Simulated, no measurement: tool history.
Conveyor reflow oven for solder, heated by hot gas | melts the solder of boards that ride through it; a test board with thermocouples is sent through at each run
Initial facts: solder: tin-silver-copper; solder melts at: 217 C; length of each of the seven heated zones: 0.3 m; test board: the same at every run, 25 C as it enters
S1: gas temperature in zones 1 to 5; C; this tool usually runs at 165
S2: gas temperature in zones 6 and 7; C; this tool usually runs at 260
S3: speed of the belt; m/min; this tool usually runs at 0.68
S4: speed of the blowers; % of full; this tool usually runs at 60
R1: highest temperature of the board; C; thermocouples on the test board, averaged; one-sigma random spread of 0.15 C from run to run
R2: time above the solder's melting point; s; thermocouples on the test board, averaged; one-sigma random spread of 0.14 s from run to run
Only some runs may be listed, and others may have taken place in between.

run	hour	S1	S2	S3	S4	R1	R2
1	0	165	260	0.68	60	237.9	28.6
2	58.5	165	260	0.68	60	237.6	28.3
3	90.8	165	260	0.68	60	237.5	28
4	149.2	165	260	0.68	60	237.1	27.4
5	200.7	165	260	0.68	60	236.3	27.2
# hour 218.2: flux residue cleaned out of gas plates and filters
6	257.7	167	260	0.68	60	236.3	27.6
# hour 287.3: belt drive overhauled, speed set with a stopwatch
7	306.8	167	260	0.68	60	234.6	24.4
8	340.5	167	260	0.68	59	233.9	23.8
9	372	165	275	0.68	60	245.6	32.3
10	414.7	165	271	0.68	60	241.9	29.7
# hour 459.1: flux residue cleaned out of gas plates and filters, once more
11	478.6	165	271	0.68	60	245.2	32.3
12	524.4	165	271	0.68	60	244.5	32.1
# hour 574.9: thermocouples of zones 6 and 7 changed
13	575	172	260	0.68	60	239.1	29.7
14	619.3	163	260	0.68	60	236.7	25.7
15	677.5	165	263	0.68	60	239.3	28.2
# hour 698.2: flux residue cleaned out of gas plates and filters
16	719.7	151	260	0.68	59	234.2	21.6
17	767.8	151	260	0.68	59	233.9	21.3
18	806.9	165	260	0.68	63	238.1	27.7
19	849.1	165	260	0.68	63	237.6	27.3
20	900.2	165	260	0.68	63	237.6	27.2
# hour 935.2: flux residue cleaned out of gas plates and filters
21	965.1	151	273	0.68	80	250.8	34
22	1018.7	151	273	0.68	80	250.3	33.7
23	1044	151	273	0.68	80	250.1	33.6
24	1089.4	151	270	0.555	80	254.1	45.8
25	1122.1	151	270	0.555	80	254.1	45.5
# hour 1169.4: flux residue cleaned out of gas plates and filters
26	1172.7	151	270	0.555	80	255.2	46.4
27	1229.3	156	269	0.631	52	243	31.7
28	1290.9	156	275	0.664	52	244.9	31.5
29	1343.6	165	274	0.68	60	247.7	34.3

Below, each run's measurement less what the same run would have read without the hidden state. Both values contain the same run-to-run variation, but the gauge's scatter may not be the same in both:
Hidden state at play: heat that the gas passes to the board, % of a clean oven's; belt's true speed, % of the reading; true gas temperature in zones 6 and 7 over the reading, C; drift of the gauge itself on peak_c, C; drift of the gauge itself on liquid_s, %.
run	R1	R2
1	-0.2	+1.2
2	-0.6	+0.8
3	-0.8	+0.6
4	-1.3	+0.2
5	-1.6	-0.1
6	-2.2	-0.6
7	-4	-3.9
8	-4.3	-4.1
9	-4.9	-3.3
10	-5.2	-3.8
11	-2.1	-1.1
12	-2.5	-1.4
13	-0.7	-0.5
14	-1.1	-0.9
15	-1.5	-1.2
16	-0.3	+0
17	-0.7	-0.4
18	-0.9	-0.5
19	-1.2	-0.8
20	-1.6	-1.2
21	-0.6	+0.2
22	-1.1	-0.2
23	-1.4	-0.3
24	-1.7	-0.4
25	-2	-0.6
26	-0.7	+0.5
27	-0.9	-0.1
28	-1.4	-0.3
29	-1.9	-0.5
